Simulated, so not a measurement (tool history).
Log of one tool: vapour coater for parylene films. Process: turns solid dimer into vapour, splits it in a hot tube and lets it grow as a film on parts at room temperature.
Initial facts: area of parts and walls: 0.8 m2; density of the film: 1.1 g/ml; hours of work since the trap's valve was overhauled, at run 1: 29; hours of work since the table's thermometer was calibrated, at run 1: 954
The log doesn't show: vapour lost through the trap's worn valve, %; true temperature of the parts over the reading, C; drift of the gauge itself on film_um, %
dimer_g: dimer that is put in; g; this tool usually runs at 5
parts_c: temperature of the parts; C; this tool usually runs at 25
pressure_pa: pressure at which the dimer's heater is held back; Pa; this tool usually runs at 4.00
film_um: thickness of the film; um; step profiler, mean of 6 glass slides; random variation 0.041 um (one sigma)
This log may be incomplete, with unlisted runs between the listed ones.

| run | hour | dimer_g | parts_c | pressure_pa | hours of work since the trap's valve was overhauled | hours of work since the table's thermometer was calibrated | film_um |
|---|---|---|---|---|---|---|---|
| 1 | 0.0 | 5 | 25 | 4.00 | 29 | 954 | 4.45 |
| 2 | 24.1 | 2 | 25 | 4.00 | 46 | 971 | 1.81 |
| 3 | 59.2 | 6 | 25 | 4.00 | 71 | 997 | 5.44 |
| 4 | 88.2 | 6 | 25 | 4.00 | 92 | 1017 | 5.36 |
| 5 | 117.7 | 3 | 25 | 4.00 | 113 | 1039 | 2.69 |
| 6 | 158.5 | 3 | 25 | 4.00 | 142 | 1068 | 2.70 |
| 7 | 194.2 | 3 | 25 | 4.00 | 168 | 1093 | 2.71 |
| 8 | 234.7 | 3 | 25 | 4.00 | 197 | 1122 | 2.71 |
| 9 | 279.9 | 3 | 25 | 4.00 | 229 | 1155 | 2.67 |
| 10 | 315.0 | 4 | 33 | 4.07 | 255 | 1180 | 2.48 |
| 11 | 360.3 | 3 | 29 | 2.52 | 287 | 1212 | 2.31 |
| 12 | 392.8 | 3 | 29 | 2.52 | 310 | 1236 | 2.30 |
| 13 | 428.8 | 3 | 25 | 8.60 | 336 | 1262 | 2.52 |
| 14 | 453.6 | 6 | 25 | 4.42 | 354 | 1279 | 5.36 |
| 15 | 491.8 | 6 | 25 | 4.42 | 381 | 1307 | 5.33 |
| 16 | 513.1 | 6 | 25 | 9.36 | 397 | 1322 | 5.09 |
| 17 | 550.7 | 4 | 25 | 11.38 | 424 | 1349 | 3.33 |

4 options for the next run, each taken on its own from the tool as it stands now. Forecast them:
| A | 572.4 | 6 | 21 | 11.38 | 439 | 1364 | ? |
| B | 572.4 | 4 | 19 | 11.38 | 439 | 1364 | ? |
| C | 572.4 | 7 | 27 | 9.13 | 439 | 1364 | ? |
| D | 572.4 | 4 | 29 | 11.38 | 439 | 1364 | ? |

| run | film_um |
|---|---|
| A | 6.03 |
| B | 4.34 |
| C | 5.39 |
| D | 2.86 |
Take away the tool's hidden state, keep each run's random variation, and the runs would have read:
| run | film_um |
|---|---|
| A | 6.08 |
| B | 4.37 |
| C | 5.42 |
| D | 2.88 |
